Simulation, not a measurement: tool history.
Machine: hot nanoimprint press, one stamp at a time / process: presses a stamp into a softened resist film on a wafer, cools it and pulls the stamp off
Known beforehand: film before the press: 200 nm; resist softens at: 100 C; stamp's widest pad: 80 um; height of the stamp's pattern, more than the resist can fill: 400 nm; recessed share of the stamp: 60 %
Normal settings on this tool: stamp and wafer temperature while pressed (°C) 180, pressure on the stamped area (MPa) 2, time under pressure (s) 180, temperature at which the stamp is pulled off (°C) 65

run,hour,stamp and wafer temperature while pressed (°C),pressure on the stamped area (MPa),time under pressure (s),temperature at which the stamp is pulled off (°C),resist left under the stamp's widest pad (nm),greatest force while the stamp is pulled off (N)
1,0,180,2,180,65,100,194
# hour 72.4: stamp cleaned and given a new release coat
2,72.4,180,2,180,65,99.2,177
3,131.1,180,2,180,65,99.5,188
4,160.2,180,2,180,65,99.7,198
# hour 176.2: plate thermocouple calibrated
5,201.9,180,2,180,65,98.6,193
# hour 218: stamp cleaned and given a new release coat
6,254.5,180,2,180,65,98.2,182
# hour 279.5: plate thermocouple calibrated, once more
7,306.7,180,2,180,65,105.3,203
8,338,180,2,180,65,104.2,201
# hour 362.4: stamp cleaned and given a new release coat
9,399.7,180,2,180,65,104.8,193
10,449.2,170,2,180,65,136.4,200
11,483.9,180,1.83,180,65,108.8,202
# hour 507.2: stamp cleaned and given a new release coat
# hour 515.2: press's hydraulic seals changed and the load cell set to zero
12,536.5,180,2,180,65,102.3,193
13,586.7,180,2,180,65,102.1,201
14,637.2,180,2,180,65,102.4,208
# hour 657: stamp cleaned and given a new release coat
15,688.2,180,1.56,247,65,104.9,186
16,734.7,175,1.56,104,69,148.7,177
# hour 797.3: stamp cleaned and given a new release coat
17,803.5,180,1.64,104,59,128.9,205
18,864.5,176,1.26,156,62,140.3,203
19,926.6,176,1.26,156,62,141,214
# hour 937.5: stamp cleaned and given a new release coat
# hour 954.8: plate thermocouple calibrated
20,1006.2,183,1.68,148,65,109.9,199
21,1051.1,186,2,180,67,87,197
# hour 1084.8: stamp cleaned and given a new release coat
22,1125.3,186,2,180,67,86.6,186
23,1165.4,186,3.15,153,67,72.3,188
24,1197.6,186,3.15,153,67,71,192
# hour 1225.3: stamp cleaned and given a new release coat
25,1266.5,182,1.87,150,58,106.5,216
26,1301.4,182,1.87,173,58,100.1,225
# hour 1369.2: stamp cleaned and given a new release coat
27,1379,182,1.87,199,61,96.5,205
28,1448.3,182,1.87,199,61,95.6,215

Results for each run, recomputed without the tool's hidden state and with each run's random variation untouched:
Hidden conditions of the tool in this case: true temperature over the reading, C; pressure that arrives at the usual setting, %; grip of the stamp's worn release coat, % over a new coat's; drift of the gauge itself on residual_nm, %; drift of the gauge itself on pull_off_n, %.
run,resist left under the stamp's widest pad (nm),greatest force while the stamp is pulled off (N)
1,102.1,188
2,101.7,181
3,102.2,184
4,102.5,190
5,102.5,182
6,102.3,183
7,103.3,189
8,102.3,183
9,103.1,188
10,135.1,188
11,107.6,185
12,103,191
13,102.9,191
14,103.4,191
15,106.3,183
16,150.3,169
17,130.7,206
18,142.5,195
19,143.5,197
20,109,189
21,86.2,182
22,86,181
23,71.4,178
24,70.2,178
25,106.5,210
26,100.2,214
27,96.9,205
28,96.3,205
